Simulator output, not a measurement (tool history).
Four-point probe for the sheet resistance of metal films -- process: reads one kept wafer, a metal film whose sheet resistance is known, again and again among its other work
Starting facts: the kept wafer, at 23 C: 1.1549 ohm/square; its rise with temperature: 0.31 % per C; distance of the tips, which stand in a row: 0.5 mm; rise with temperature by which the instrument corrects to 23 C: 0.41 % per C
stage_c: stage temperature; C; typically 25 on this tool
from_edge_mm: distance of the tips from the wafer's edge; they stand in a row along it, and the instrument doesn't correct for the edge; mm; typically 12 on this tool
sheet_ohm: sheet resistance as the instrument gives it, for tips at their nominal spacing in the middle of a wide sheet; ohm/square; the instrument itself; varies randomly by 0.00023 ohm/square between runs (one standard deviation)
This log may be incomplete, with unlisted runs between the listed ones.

| run | day | stage_c | from_edge_mm | sheet_ohm |
|---|---|---|---|---|
| 1 | 0 | 25 | 12 | 1.161746 |
| 2 | 0.942 | 25 | 12 | 1.161873 |
| 3 | 3.067 | 24 | 12 | 1.163171 |
| 4 | 4.45 | 25 | 18 | 1.161708 |
| 5 | 5.65 | 25 | 18 | 1.161675 |
| 6 | 7.012 | 25 | 49 | 1.161441 |
|  | 7.2 | stage's thermometer calibrated |
| 7 | 8.983 | 25 | 36 | 1.161945 |
| 8 | 10.821 | 24 | 12 | 1.16374 |
| 9 | 12.85 | 18 | 3 | 1.187841 |
|  | 13.917 | stage's thermometer calibrated, once more |
| 10 | 13.983 | 18 | 63 | 1.169421 |
| 11 | 15.596 | 21 | 14 | 1.166848 |
| 12 | 16.758 | 32 | 12 | 1.153809 |
| 13 | 17.921 | 32 | 12 | 1.154014 |

How would selected steps in sheet_ohm from run to run divide? Give the signed amount a tool lacking its hidden state would still show from settings, what came in and random variation, and the signed amount left for the hidden state, including any gauge scatter that is not in both of the compared results.
Hidden state at play: inner tips' distance over the nominal, %; tips' flats over new ones', %; wafer's true temperature over the reading, C; drift of the gauge itself on sheet_ohm, %.
Run 8 -> 9: stage_c 24 -> 18, from_edge_mm 12 -> 3. sheet_ohm +0.024101 ohm/square: hidden state +0.000365, all else +0.023736.
Run 9 -> 10: from_edge_mm 3 -> 63, stage's thermometer calibrated, once more. sheet_ohm -0.01842 ohm/square: hidden state -0.001433, all else -0.016987.

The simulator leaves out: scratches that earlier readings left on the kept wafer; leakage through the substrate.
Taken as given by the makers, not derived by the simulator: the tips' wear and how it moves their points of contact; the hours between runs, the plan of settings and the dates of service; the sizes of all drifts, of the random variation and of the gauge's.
